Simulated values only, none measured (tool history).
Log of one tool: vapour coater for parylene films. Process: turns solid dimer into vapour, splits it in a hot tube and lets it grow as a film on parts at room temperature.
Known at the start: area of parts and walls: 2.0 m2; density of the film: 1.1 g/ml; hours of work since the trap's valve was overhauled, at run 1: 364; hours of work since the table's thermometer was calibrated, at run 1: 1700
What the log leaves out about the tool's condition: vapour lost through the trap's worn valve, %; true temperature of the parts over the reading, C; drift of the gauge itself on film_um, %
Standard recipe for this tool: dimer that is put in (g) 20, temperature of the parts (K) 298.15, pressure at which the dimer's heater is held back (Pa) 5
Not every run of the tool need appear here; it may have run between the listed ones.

run	hour	dimer that is put in (g)	temperature of the parts (K)	pressure at which the dimer's heater is held back (Pa)	hours of work since the trap's valve was overhauled	hours of work since the table's thermometer was calibrated	thickness of the film (µm)
1	0	20	298.15	5	364	1700	3.92
2	32.3	19	298.15	5	387	1723	3.75
3	79.5	20	298.15	5	422	1757	3.93
4	121.8	20	298.15	5	452	1788	3.87
5	155	20	298.15	5	476	1812	3.85
6	217.2	20	298.15	5	521	1857	3.82
7	271.9	16	298.15	5	561	1896	3.04
8	334.7	16	298.15	5	606	1942	3.03
# hour 405: trap's valve overhauled
9	405.2	16	298.15	5	0	1990	3.41
10	443.8	20	298.15	2.01	28	2018	4.47
11	500.1	20	298.15	2.01	69	2058	4.49
12	560.3	9	298.15	5	112	2102	1.89
# hour 591.1: table's thermometer calibrated
13	621.1	20	298.15	5	155	22	4.04
14	676.9	22	291.15	2.74	196	62	5.19
15	741.6	25	298.15	5	242	109	4.98
16	771.7	25	298.15	5	264	130	4.96
17	820.5	25	298.15	10.81	299	166	4.67
18	867.1	17	298.15	5	333	199	3.32

Forecast run 19:
19	901.9	9	298.15	5	358	224	?

Run 19 yielded thickness of the film (µm) 1.76.
If the tool had no hidden condition, the same run with the same run-to-run variation would have returned thickness of the film (µm) 1.88.
